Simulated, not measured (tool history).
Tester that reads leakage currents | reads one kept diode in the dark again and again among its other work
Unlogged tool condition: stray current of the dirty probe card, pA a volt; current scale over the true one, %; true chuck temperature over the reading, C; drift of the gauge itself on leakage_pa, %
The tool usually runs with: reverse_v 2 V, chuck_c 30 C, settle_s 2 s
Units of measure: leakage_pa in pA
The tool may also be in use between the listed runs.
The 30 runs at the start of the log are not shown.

| run | day | reverse_v | chuck_c | settle_s | hours of work since the probe card was cleaned | hours of work since the tester was calibrated | hours of work since the chuck was calibrated | leakage_pa |
|---|---|---|---|---|---|---|---|---|
| 31 | 40.242 | 4.66 | 54 | 8.85 | 1749 | 1867 | 1277 | 2097.05 |
| 32 | 41.246 | 2 | 25 | 2 | 1767 | 1885 | 1294 | 134.42 |
| 33 | 41.954 | 7.15 | 30 | 7.66 | 1779 | 1897 | 1307 | 320.47 |
| 34 | 43.658 | 3.17 | 30 | 2 | 1810 | 1928 | 1338 | 247.5 |
| 35 | 45.233 | 2 | 30 | 5.59 | 1838 | 1956 | 1366 | 213.56 |
| 36 | 45.983 | 2 | 30 | 5.59 | 1851 | 1969 | 1379 | 213.21 |
| 37 | 47.275 | 3.28 | 22 | 0.68 | 1874 | 1992 | 1402 | 119.37 |
| 38 | 48.475 | 8.32 | 30 | 7.17 | 1896 | 2014 | 1424 | 335.01 |
| 39 | 49.462 | 3.3 | 30 | 4.14 | 1913 | 2031 | 1441 | 250.1 |

What if the next run were any one of these 3? Each begins from the tool's condition after run 39:
| A | 50.333 | 2 | 27 | 0.41 | 1929 | 2047 | 1457 | ? |
| B | 50.333 | 1.92 | 30 | 4.14 | 1929 | 2047 | 1457 | ? |
| C | 50.333 | 2 | 49 | 2 | 1929 | 2047 | 1457 | ? |

| run | leakage_pa |
|---|---|
| A | 162.88 |
| B | 210.73 |
| C | 1081.85 |
Take away the tool's hidden state, keep each run's random variation, and the runs would have read:
| run | leakage_pa |
|---|---|
| A | 162.83 |
| B | 210.67 |
| C | 1081.83 |

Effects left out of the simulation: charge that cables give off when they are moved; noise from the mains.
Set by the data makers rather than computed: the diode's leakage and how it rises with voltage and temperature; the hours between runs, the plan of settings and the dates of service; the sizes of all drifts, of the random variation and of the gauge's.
